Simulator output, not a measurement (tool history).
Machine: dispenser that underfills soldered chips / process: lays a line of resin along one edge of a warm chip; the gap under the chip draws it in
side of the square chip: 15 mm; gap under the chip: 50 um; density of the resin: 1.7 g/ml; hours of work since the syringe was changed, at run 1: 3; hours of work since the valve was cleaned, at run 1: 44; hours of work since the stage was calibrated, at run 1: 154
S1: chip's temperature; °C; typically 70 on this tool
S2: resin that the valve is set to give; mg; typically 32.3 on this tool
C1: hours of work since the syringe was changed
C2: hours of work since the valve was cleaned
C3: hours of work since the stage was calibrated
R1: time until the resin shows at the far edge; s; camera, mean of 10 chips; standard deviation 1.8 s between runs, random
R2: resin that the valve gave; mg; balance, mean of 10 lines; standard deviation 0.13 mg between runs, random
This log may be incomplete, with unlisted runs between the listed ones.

run,hour,S1,S2,C1,C2,C3,R1,R2
1,0,70,32.3,3,44,154,198.9,31.29
# hour 8.8: new syringe of resin
2,8.8,59,32.3,0,50,160,270.8,31.15
3,12.8,59,32.3,3,52,162,301.4,31.05
# hour 21.7: new syringe of resin
4,22.3,70,32.3,0,59,169,181.3,31.02
5,26.9,70,32.3,4,62,172,208.2,31.14
6,33.7,76,32.3,8,67,177,199.1,30.75
# hour 34.7: new syringe of resin
7,43.4,70,36.7,6,73,183,219,34.89
# hour 47.7: new syringe of resin
8,49,70,32.3,1,77,187,178.6,30.73
9,53.7,70,32.3,4,80,190,204.8,30.68
# hour 60.7: new syringe of resin
10,63.5,57,32.3,2,87,197,309.5,30.28
11,69.8,57,32.3,6,91,201,368.4,30.33
# hour 73.7: new syringe of resin
12,74,68,37.5,0,94,204,185.9,34.98
13,80.2,68,37.5,4,98,208,226.6,35.04
14,85,73,29.6,8,102,212,223.6,27.38
# hour 86.6: new syringe of resin
15,95,82,29,6,108,218,144.1,26.81

Run 16, settings as shown, results not yet in. Your forecast:
# hour 99.4: new syringe of resin
16,101.6,82,29,2,113,223,?,?

{"run 16": {"R1": 122.1, "R2": 26.88}}
Had the tool carried no hidden state, the very same run would have given R1 118.4 s, R2 29.17 mg.
